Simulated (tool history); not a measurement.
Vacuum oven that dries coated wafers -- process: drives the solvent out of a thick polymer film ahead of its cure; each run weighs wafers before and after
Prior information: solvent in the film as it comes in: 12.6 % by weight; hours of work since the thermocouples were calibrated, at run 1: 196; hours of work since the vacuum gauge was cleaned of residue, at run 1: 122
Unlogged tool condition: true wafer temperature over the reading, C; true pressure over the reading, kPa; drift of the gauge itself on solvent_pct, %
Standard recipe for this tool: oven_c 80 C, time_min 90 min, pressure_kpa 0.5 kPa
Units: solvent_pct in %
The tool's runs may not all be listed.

| run | hour | oven_c | time_min | pressure_kpa | hours of work since the thermocouples were calibrated | hours of work since the vacuum gauge was cleaned of residue | solvent_pct |
|---|---|---|---|---|---|---|---|
| 1 | 0 | 80 | 90 | 0.5 | 196 | 122 | 1.96 |
| 2 | 11.5 | 80 | 90 | 0.5 | 201 | 127 | 2.02 |
| 3 | 26.2 | 80 | 90 | 0.5 | 208 | 134 | 2 |
| 4 | 32.5 | 80 | 90 | 1.126 | 211 | 137 | 2.85 |
| 5 | 43.8 | 80 | 90 | 1.126 | 216 | 142 | 2.86 |
| 6 | 55.2 | 80 | 90 | 0.506 | 221 | 147 | 2 |
| 7 | 68.6 | 80 | 90 | 0.506 | 227 | 153 | 2 |
| 8 | 77.2 | 80 | 90 | 0.506 | 231 | 157 | 2.02 |
| 9 | 89.3 | 80 | 90 | 0.506 | 236 | 162 | 2.07 |
| 10 | 104.7 | 92 | 158 | 1.875 | 243 | 169 | 1.77 |
| 11 | 112.6 | 80 | 63 | 0.5 | 247 | 173 | 3.11 |
| 12 | 126.9 | 72 | 90 | 0.5 | 253 | 179 | 3.61 |
| 13 | 141.8 | 72 | 102 | 1.483 | 260 | 186 | 4.82 |

Here are 3 independent what-if runs from the current tool condition. What would each one return?
| A | 153.6 | 80 | 143 | 0.88 | 265 | 191 | ? |
| B | 153.6 | 95 | 90 | 0.677 | 265 | 191 | ? |
| C | 153.6 | 72 | 72 | 0.259 | 265 | 191 | ? |

| run | solvent_pct |
|---|---|
| A | 1.67 |
| B | 0.69 |
| C | 4.04 |
With the hidden condition removed and each run's random variation left untouched, the same runs would have given:
| run | solvent_pct |
|---|---|
| A | 1.54 |
| B | 0.64 |
| C | 3.81 |

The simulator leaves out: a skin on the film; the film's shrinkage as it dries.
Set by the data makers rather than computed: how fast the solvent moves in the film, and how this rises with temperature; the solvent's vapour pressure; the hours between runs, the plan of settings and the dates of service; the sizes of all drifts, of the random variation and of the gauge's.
